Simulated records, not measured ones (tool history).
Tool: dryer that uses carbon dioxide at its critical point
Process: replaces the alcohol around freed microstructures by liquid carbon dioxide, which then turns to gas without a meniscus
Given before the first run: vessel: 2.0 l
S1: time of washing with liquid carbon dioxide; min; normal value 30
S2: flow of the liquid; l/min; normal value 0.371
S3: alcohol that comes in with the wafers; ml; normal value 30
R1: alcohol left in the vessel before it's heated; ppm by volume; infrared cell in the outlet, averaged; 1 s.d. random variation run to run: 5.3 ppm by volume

run 1 hour=0 | S1=30 S2=0.371 S3=30 | R1=244
run 2 hour=11.6 | S1=30 S2=0.371 S3=30 | R1=244
run 3 hour=17.3 | S1=30 S2=0.537 S3=30 | R1=104
run 4 hour=25.5 | S1=47 S2=0.371 S3=30 | R1=103
run 5 hour=37.3 | S1=47 S2=0.371 S3=30 | R1=101
run 6 hour=46.8 | S1=30 S2=0.371 S3=30 | R1=252
run 7 hour=57.5 | S1=30 S2=0.371 S3=30 | R1=258
run 8 hour=62.4 | S1=30 S2=0.371 S3=30 | R1=268
run 9 hour=68 | S1=30 S2=0.371 S3=30 | R1=269
run 10 hour=80.2 | S1=30 S2=0.241 S3=30 | R1=932
run 11 hour=87.6 | S1=30 S2=0.371 S3=30 | R1=271
run 12 hour=98.9 | S1=30 S2=0.371 S3=30 | R1=278
run 13 hour=104.9 | S1=30 S2=0.371 S3=30 | R1=272
run 14 hour=112.9 | S1=30 S2=0.371 S3=30 | R1=282
run 15 hour=119.3 | S1=30 S2=0.371 S3=30 | R1=272
run 16 hour=127.5 | S1=30 S2=0.371 S3=67 | R1=509
run 17 hour=138 | S1=30 S2=0.371 S3=67 | R1=499
run 18 hour=145.4 | S1=30 S2=0.371 S3=67 | R1=525
run 19 hour=150.6 | S1=43 S2=0.371 S3=30 | R1=134
run 20 hour=159.8 | S1=43 S2=0.371 S3=30 | R1=126
run 21 hour=168.8 | S1=43 S2=0.371 S3=30 | R1=136
run 22 hour=179 | S1=37 S2=0.3 S3=59 | R1=489

Run 23 is up next; what results do you expect?
run 23 hour=187.5 | S1=38 S2=0.52 S3=37 | R1=?

{"run 23": {"R1": 124}}
With no hidden state in the tool, this same run would have given R1 12 ppm by volume.

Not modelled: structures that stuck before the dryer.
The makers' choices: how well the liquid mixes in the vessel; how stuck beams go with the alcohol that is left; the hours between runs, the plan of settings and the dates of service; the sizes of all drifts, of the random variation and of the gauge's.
